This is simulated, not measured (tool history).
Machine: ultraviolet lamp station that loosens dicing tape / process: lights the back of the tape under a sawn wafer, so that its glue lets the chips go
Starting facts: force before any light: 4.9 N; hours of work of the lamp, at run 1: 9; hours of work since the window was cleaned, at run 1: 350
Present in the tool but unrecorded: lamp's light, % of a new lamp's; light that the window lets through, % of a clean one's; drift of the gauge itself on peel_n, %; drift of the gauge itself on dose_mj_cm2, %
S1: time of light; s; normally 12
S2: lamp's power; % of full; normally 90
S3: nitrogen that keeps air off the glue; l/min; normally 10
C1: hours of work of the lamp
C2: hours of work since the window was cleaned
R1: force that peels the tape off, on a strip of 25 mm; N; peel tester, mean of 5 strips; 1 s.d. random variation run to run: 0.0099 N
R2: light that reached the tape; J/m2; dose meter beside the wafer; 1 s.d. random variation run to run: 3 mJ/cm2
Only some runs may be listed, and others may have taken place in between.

run	day	S1	S2	S3	C1	C2	R1	R2
1	0.000	12	90	10	9	350	0.489	4030
2	2.121	12	90	10	42	383	0.496	4090
3	3.762	12	90	10	67	409	0.524	4010
4	5.908	12	90	10	101	442	0.536	3900
5	8.404	12	90	10	139	481	0.561	3810
6	10.142	12	90	10	166	508	0.552	3830
7	12.817	11	90	10	208	549	0.699	3390
# day 14.383: window cleaned of glue's vapour
8	15.188	24	90	10	244	13	0.185	8370
9	16.692	24	90	10	268	36	0.181	8240
10	19.712	24	90	10	315	83	0.187	8020
11	22.429	12	69	9	357	125	0.859	3040
12	24.450	12	69	9	388	156	0.902	2960
13	26.325	23	79	14	417	185	0.211	6380
14	27.871	23	72	3	441	209	0.571	5790
15	30.438	7	66	10	481	249	1.869	1570

Entry by entry between the runs, the difference in hidden state between the last listed run before and the first listed run after:
Logged between run 7 and run 8: window cleaned of glue's vapour (day 14.383)
  lamp's light, % of a new lamp's: 95 -> 94; light that the window lets through, % of a clean one's: 87.7 -> 99.4
  measured result minus the result with no hidden state, R1: +0.192 -> +0.006 N; R2: -690 -> -590 J/m2
